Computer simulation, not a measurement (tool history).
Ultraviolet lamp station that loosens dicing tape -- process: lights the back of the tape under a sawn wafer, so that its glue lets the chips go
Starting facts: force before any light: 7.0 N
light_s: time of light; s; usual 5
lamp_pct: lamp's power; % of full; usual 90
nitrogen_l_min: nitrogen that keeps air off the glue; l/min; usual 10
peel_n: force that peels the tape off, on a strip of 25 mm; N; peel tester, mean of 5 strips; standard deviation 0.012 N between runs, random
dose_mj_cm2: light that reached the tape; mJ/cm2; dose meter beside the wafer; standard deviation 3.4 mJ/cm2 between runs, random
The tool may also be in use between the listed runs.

Run 1, hour 0.0: usual settings. Result: peel_n 1.280 N, dose_mj_cm2 357 mJ/cm2.
Run 2, hour 47.0: usual settings but nitrogen_l_min 14 l/min. Result: peel_n 1.170 N, dose_mj_cm2 350 mJ/cm2.
Run 3, hour 119.4: usual settings but nitrogen_l_min 14 l/min. Result: peel_n 1.234 N, dose_mj_cm2 340 mJ/cm2.
Run 4, hour 193.7: usual settings but lamp_pct 75 % of full, nitrogen_l_min 14 l/min. Result: peel_n 1.750 N, dose_mj_cm2 278 mJ/cm2.
At hour 203.4: lamp changed.
Run 5, hour 280.9: usual settings but lamp_pct 75 % of full, nitrogen_l_min 14 l/min. Result: peel_n 0.915 N, dose_mj_cm2 407 mJ/cm2.
Run 6, hour 326.0: usual settings but lamp_pct 75 % of full, nitrogen_l_min 14 l/min. Result: peel_n 0.954 N, dose_mj_cm2 401 mJ/cm2.
Run 7, hour 377.8: usual settings. Result: peel_n 0.832 N, dose_mj_cm2 473 mJ/cm2.
Run 8, hour 435.7: usual settings. Result: peel_n 0.844 N, dose_mj_cm2 463 mJ/cm2.
At hour 484.1: window cleaned of glue's vapour.
Run 9, hour 527.4: usual settings but light_s 6 s. Result: peel_n 0.470 N, dose_mj_cm2 619 mJ/cm2.
Run 10, hour 593.2: usual settings but light_s 6 s. Result: peel_n 0.488 N, dose_mj_cm2 603 mJ/cm2.
Run 11, hour 667.5: usual settings. Result: peel_n 0.779 N, dose_mj_cm2 486 mJ/cm2.
Run 12, hour 728.7: usual settings. Result: peel_n 0.810 N, dose_mj_cm2 474 mJ/cm2.
Run 13, hour 804.1: usual settings but light_s 6 s. Result: peel_n 0.569 N, dose_mj_cm2 555 mJ/cm2.
Run 14, hour 894.4: usual settings but light_s 6 s. Result: peel_n 0.608 N, dose_mj_cm2 528 mJ/cm2.
Run 15, hour 941.2: usual settings but light_s 6 s. Result: peel_n 0.680 N, dose_mj_cm2 521 mJ/cm2.
Run 16, hour 999.6: usual settings. Result: peel_n 0.956 N, dose_mj_cm2 427 mJ/cm2.
Run 17, hour 1058.5: usual settings. Result: peel_n 1.033 N, dose_mj_cm2 415 mJ/cm2.
Run 18, hour 1102.5: usual settings. Result: peel_n 1.028 N, dose_mj_cm2 404 mJ/cm2.
Run 19, hour 1148.4: usual settings. Result: peel_n 1.075 N, dose_mj_cm2 402 mJ/cm2.
Run 20, hour 1231.3: usual settings but lamp_pct 66 % of full. Result: peel_n 1.822 N, dose_mj_cm2 281 mJ/cm2.
At hour 1250.5: window cleaned of glue's vapour.
Run 21, hour 1330.3: usual settings but lamp_pct 66 % of full. Result: peel_n 1.614 N, dose_mj_cm2 315 mJ/cm2.
Run 22, hour 1396.0: usual settings but lamp_pct 66 % of full. Result: peel_n 1.657 N, dose_mj_cm2 306 mJ/cm2.
Run 23, hour 1488.4: usual settings but lamp_pct 96 % of full. Result: peel_n 1.007 N, dose_mj_cm2 425 mJ/cm2.
Run 24, hour 1564.0: usual settings but lamp_pct 96 % of full. Result: peel_n 1.036 N, dose_mj_cm2 416 mJ/cm2.
Run 25, hour 1650.1: usual settings but light_s 4 s, lamp_pct 96 % of full, nitrogen_l_min 4 l/min. Result: peel_n 2.210 N, dose_mj_cm2 317 mJ/cm2.
Run 26, hour 1692.9: usual settings but light_s 9 s, lamp_pct 81 % of full, nitrogen_l_min 9 l/min. Result: peel_n 0.542 N, dose_mj_cm2 599 mJ/cm2.
Run 27, hour 1733.2: usual settings but light_s 2 s, lamp_pct 100 % of full, nitrogen_l_min 16 l/min. Result: peel_n 2.993 N, dose_mj_cm2 159 mJ/cm2.
Run 28, hour 1793.5: usual settings but light_s 3 s, nitrogen_l_min 6 l/min. Result: peel_n 3.026 N, dose_mj_cm2 208 mJ/cm2.
Run 29, hour 1840.7: usual settings but light_s 3 s, lamp_pct 61 % of full, nitrogen_l_min 4 l/min. Result: peel_n 4.281 N, dose_mj_cm2 140 mJ/cm2.
Run 30, hour 1922.5: usual settings but light_s 3 s, lamp_pct 61 % of full, nitrogen_l_min 4 l/min. Result: peel_n 4.433 N, dose_mj_cm2 131 mJ/cm2.
At hour 2004.0: lamp changed.
Run 31, hour 2010.7: usual settings but light_s 3 s. Result: peel_n 1.802 N, dose_mj_cm2 289 mJ/cm2.
At hour 2015.4: window cleaned of glue's vapour.
Run 32, hour 2080.0: usual settings but light_s 3 s. Result: peel_n 1.530 N, dose_mj_cm2 325 mJ/cm2.
Run 33, hour 2145.0: usual settings but lamp_pct 64 % of full, nitrogen_l_min 5 l/min. Result: peel_n 1.757 N, dose_mj_cm2 377 mJ/cm2.
Run 34, hour 2214.6: usual settings but lamp_pct 96 % of full, nitrogen_l_min 4 l/min. Result: peel_n 1.059 N, dose_mj_cm2 549 mJ/cm2.
Run 35, hour 2266.7: usual settings but light_s 9 s, lamp_pct 98 % of full, nitrogen_l_min 4 l/min. Result: peel_n 0.315 N, dose_mj_cm2 998 mJ/cm2.
Run 36, hour 2320.6: usual settings but light_s 9 s, lamp_pct 98 % of full, nitrogen_l_min 5 l/min. Result: peel_n 0.279 N, dose_mj_cm2 970 mJ/cm2.
Run 37, hour 2401.5: usual settings but light_s 6 s, lamp_pct 68 % of full. Result: peel_n 0.944 N, dose_mj_cm2 433 mJ/cm2.
Run 38, hour 2498.6: usual settings but light_s 6 s, lamp_pct 71 % of full, nitrogen_l_min 14 l/min. Result: peel_n 0.780 N, dose_mj_cm2 439 mJ/cm2.
Run 39, hour 2597.4: usual settings but light_s 6 s, lamp_pct 71 % of full, nitrogen_l_min 14 l/min. Result: peel_n 0.841 N, dose_mj_cm2 418 mJ/cm2.
Run 40, hour 2675.1: usual settings but light_s 6 s, lamp_pct 83 % of full, nitrogen_l_min 17 l/min. Result: peel_n 0.630 N, dose_mj_cm2 480 mJ/cm2.
Run 41, hour 2718.8: usual settings but light_s 7 s, lamp_pct 83 % of full, nitrogen_l_min 17 l/min. Result: peel_n 0.451 N, dose_mj_cm2 543 mJ/cm2.
At hour 2783.9: window cleaned of glue's vapour.
Run 42, hour 2805.6: usual settings but light_s 7 s, lamp_pct 83 % of full, nitrogen_l_min 17 l/min. Result: peel_n 0.346 N, dose_mj_cm2 603 mJ/cm2.
Run 43, hour 2880.9: usual settings but light_s 7 s, lamp_pct 83 % of full, nitrogen_l_min 17 l/min. Result: peel_n 0.386 N, dose_mj_cm2 594 mJ/cm2.

4 ways to go on from here, each from the tool as it stands after run 43. What would each give?
Run A, hour 2977.6: usual settings but light_s 3 s. Result: peel_n ?, dose_mj_cm2 ?.
Run B, hour 2977.6: usual settings but light_s 7 s, lamp_pct 98 % of full, nitrogen_l_min 5 l/min. Result: peel_n ?, dose_mj_cm2 ?.
Run C, hour 2977.6: usual settings but light_s 3 s, nitrogen_l_min 4 l/min. Result: peel_n ?, dose_mj_cm2 ?.
Run D, hour 2977.6: usual settings but light_s 2 s, lamp_pct 97 % of full, nitrogen_l_min 8 l/min. Result: peel_n ?, dose_mj_cm2 ?.

run  peel_n  dose_mj_cm2
  A   2.052          267
  B   0.629          668
  C   2.731          262
  D   3.111          186
Take away the tool's hidden state, keep each run's random variation, and the runs would have read:
run  peel_n  dose_mj_cm2
  A   1.459          342
  B   0.360          859
  C   2.108          337
  D   2.461          240
